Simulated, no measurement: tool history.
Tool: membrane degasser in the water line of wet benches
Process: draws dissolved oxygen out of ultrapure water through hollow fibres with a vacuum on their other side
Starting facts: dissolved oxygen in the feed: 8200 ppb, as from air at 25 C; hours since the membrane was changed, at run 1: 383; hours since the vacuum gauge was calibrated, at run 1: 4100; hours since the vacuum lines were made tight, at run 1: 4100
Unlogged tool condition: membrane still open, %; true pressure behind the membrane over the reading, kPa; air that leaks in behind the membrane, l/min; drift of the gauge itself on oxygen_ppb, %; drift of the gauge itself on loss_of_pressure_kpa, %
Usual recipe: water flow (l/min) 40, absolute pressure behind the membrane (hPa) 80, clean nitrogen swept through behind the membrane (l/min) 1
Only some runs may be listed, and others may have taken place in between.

run,hour,water flow (l/min),absolute pressure behind the membrane (hPa),clean nitrogen swept through behind the membrane (l/min),hours since the membrane was changed,hours since the vacuum gauge was calibrated,hours since the vacuum lines were made tight,dissolved oxygen in the water behind the degasser (ppb),pressure that the water loses in the fibres (hPa)
1,0,40,80,1,383,4100,4100,391.7,433.1
2,65.3,40,80,1,448,4165,4165,398,433.1
3,127.6,40,80,1,511,4227,4227,398.7,434.9
4,187.1,40,80,1,570,4287,4287,408.2,431
5,223.5,40,80,1,606,4323,4323,402.6,434.8
6,288.4,40,80,1,671,4388,4388,403.6,434.4
7,349.4,40,80,1,732,4449,4449,393.6,431.6
8,393.9,40,80,1,777,4494,4494,394.4,432
9,428.3,40,80,1,811,4528,4528,401.6,433.5
10,463.7,26,80,1,847,4563,4563,276.2,281.6
11,507,26,80,1,890,4607,4607,270.6,281.9
12,565.8,26,80,1,949,4665,4665,270.6,281.8
13,600.7,40,80,1,984,4700,4700,400.4,435.8
14,659.3,37,80,1,1042,4759,4759,364,398.6
15,695.7,37,80,1,1079,4795,4795,372.7,403.4
16,751.1,40,80,1,1134,4851,4851,397.1,432
17,817.9,40,80,1,1201,4918,4918,393.2,435.2
18,886.9,64,51.5,0.57,1270,4987,4987,405.1,696.1
19,934.8,33,111.3,1,1318,5034,5034,537.5,358.9
20,972,33,111.3,1,1355,5072,5072,536.2,358.3
21,1005.1,33,111.3,1,1388,5105,5105,537.7,357.5
22,1059.5,29,92.4,1.02,1442,5159,5159,361.7,314.2
23,1122.4,61,82.4,0.95,1505,5222,5222,618.7,667.9
24,1196.2,25,70.9,1,1579,5296,5296,218.6,269.4
25,1261.2,46,80,1,1644,5361,5361,445.7,503.1
26,1304.4,32,80,1,1687,5404,5404,329.1,348.6

For run 27, what comes out?
27,1381.4,32,80,1,1764,5481,5481,?,?

dissolved oxygen in the water behind the degasser (ppb): 328.8
pressure that the water loses in the fibres (hPa): 349.9
Were there no unlogged condition in the tool, this run, its random variation unchanged, would have produced dissolved oxygen in the water behind the degasser (ppb) 317.2, pressure that the water loses in the fibres (hPa) 347.1.

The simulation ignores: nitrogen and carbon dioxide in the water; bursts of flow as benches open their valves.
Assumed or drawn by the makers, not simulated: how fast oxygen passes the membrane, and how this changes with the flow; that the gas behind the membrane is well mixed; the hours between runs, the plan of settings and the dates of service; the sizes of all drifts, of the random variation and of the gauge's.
